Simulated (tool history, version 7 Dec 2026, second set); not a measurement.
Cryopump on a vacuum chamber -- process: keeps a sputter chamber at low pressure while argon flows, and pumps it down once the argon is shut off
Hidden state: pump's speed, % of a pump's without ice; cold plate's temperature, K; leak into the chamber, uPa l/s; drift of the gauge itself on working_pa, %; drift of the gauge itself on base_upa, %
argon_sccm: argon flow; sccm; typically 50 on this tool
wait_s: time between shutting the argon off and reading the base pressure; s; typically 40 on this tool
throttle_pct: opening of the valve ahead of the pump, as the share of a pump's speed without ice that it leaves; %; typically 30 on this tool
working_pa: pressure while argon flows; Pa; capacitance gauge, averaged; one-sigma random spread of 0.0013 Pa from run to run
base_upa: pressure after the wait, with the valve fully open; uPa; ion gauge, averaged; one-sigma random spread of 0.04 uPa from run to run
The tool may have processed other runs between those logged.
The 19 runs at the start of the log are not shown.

run,day,argon_sccm,wait_s,throttle_pct,hours of work since the pump was warmed up and emptied,hours of work since the cold head was overhauled,hours of work since the chamber's fittings were tightened,working_pa,base_upa
20,12.333,91,150,35,278,278,343,0.4714,1.89
21,13.208,32,40,30,289,289,354,0.1938,3.43
22,13.900,32,40,18,299,299,364,0.3174,3.46
23,14.508,34,30,16,307,307,372,0.3845,4.10
24,15.129,50,76,30,315,315,380,0.3014,2.53
25,15.621,30,40,32,322,322,387,0.1712,3.43
26,16.196,80,43,39,330,330,395,0.3763,3.36
27,16.754,69,74,39,337,337,402,0.3258,2.66
28,17.633,26,56,45,349,349,414,0.1075,2.96
29,18.329,50,141,23,359,359,424,0.3938,2.19
30,18.846,24,58,55,366,366,431,0.0822,3.03
31,19.438,24,179,23,374,374,439,0.1894,2.11
32,19.954,28,56,30,381,381,446,0.1712,3.11
33,20.717,32,40,30,391,391,456,0.1947,3.67
34,21.088,32,40,30,396,396,461,0.1932,3.76

Branching from run 34: 4 alternative next runs. What would each branch give?
A,21.917,75,40,30,407,407,472,?,?
B,21.917,32,40,41,407,407,472,?,?
C,21.917,62,31,25,407,407,472,?,?
D,21.917,50,32,19,407,407,472,?,?

run,working_pa,base_upa
A,0.4610,3.73
B,0.1444,3.87
C,0.4527,4.26
D,0.4760,4.31
The same runs, with their run-to-run variation unchanged, on a tool lacking any hidden condition would have given:
run,working_pa,base_upa
A,0.4451,2.30
B,0.1376,2.38
C,0.4396,2.84
D,0.4654,2.84
